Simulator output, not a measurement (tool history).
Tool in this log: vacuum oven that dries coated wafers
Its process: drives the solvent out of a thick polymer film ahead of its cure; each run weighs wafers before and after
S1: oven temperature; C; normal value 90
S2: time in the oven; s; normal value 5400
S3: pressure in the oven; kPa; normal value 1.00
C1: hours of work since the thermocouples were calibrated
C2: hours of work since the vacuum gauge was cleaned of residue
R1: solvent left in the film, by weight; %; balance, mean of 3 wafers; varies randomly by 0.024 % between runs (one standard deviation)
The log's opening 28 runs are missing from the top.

run	hour	S1	S2	S3	C1	C2	R1
29	992.4	80	9060	0.65	1035	412	1.04
30	1030.8	80	9060	0.65	1060	438	1.04
31	1076.9	101	3840	3.79	1091	468	1.66
32	1104.5	76	3540	3.79	1109	486	6.49
33	1126.6	76	3540	3.79	1124	501	6.51
34	1150.8	76	3540	3.79	1139	517	6.61
35	1198.1	90	5400	3.93	1171	548	2.47
36	1243.6	104	5400	0.57	1201	578	0.23
37	1276.4	104	5400	0.57	1223	600	0.27
38	1304.4	104	5400	1.00	1241	619	0.37
39	1329.5	104	5400	1.00	1258	635	0.35
40	1364.4	82	8400	2.49	1281	658	2.11
41	1390.9	98	4140	1.72	1298	676	1.15
42	1436.0	90	5340	0.68	1328	706	1.07
43	1482.3	90	5340	0.68	1359	737	1.08
44	1520.2	79	7740	1.53	1384	762	2.01
45	1551.0	79	7740	1.53	1404	782	2.00
46	1574.6	90	3240	1.00	1420	798	2.49

5 ways to go on from here, each from the tool as it stands after run 46. What would each give?
A	1608.1	77	3120	0.57	1442	820	?
B	1608.1	101	2760	3.16	1442	820	?
C	1608.1	92	4020	0.55	1442	820	?
D	1608.1	101	4080	1.00	1442	820	?
E	1608.1	96	4620	1.27	1442	820	?

run	R1
A	4.90
B	2.04
C	1.42
D	0.71
E	1.02
Take away the tool's hidden state, keep each run's random variation, and the runs would have read:
run	R1
A	5.35
B	2.36
C	1.70
D	0.85
E	1.20

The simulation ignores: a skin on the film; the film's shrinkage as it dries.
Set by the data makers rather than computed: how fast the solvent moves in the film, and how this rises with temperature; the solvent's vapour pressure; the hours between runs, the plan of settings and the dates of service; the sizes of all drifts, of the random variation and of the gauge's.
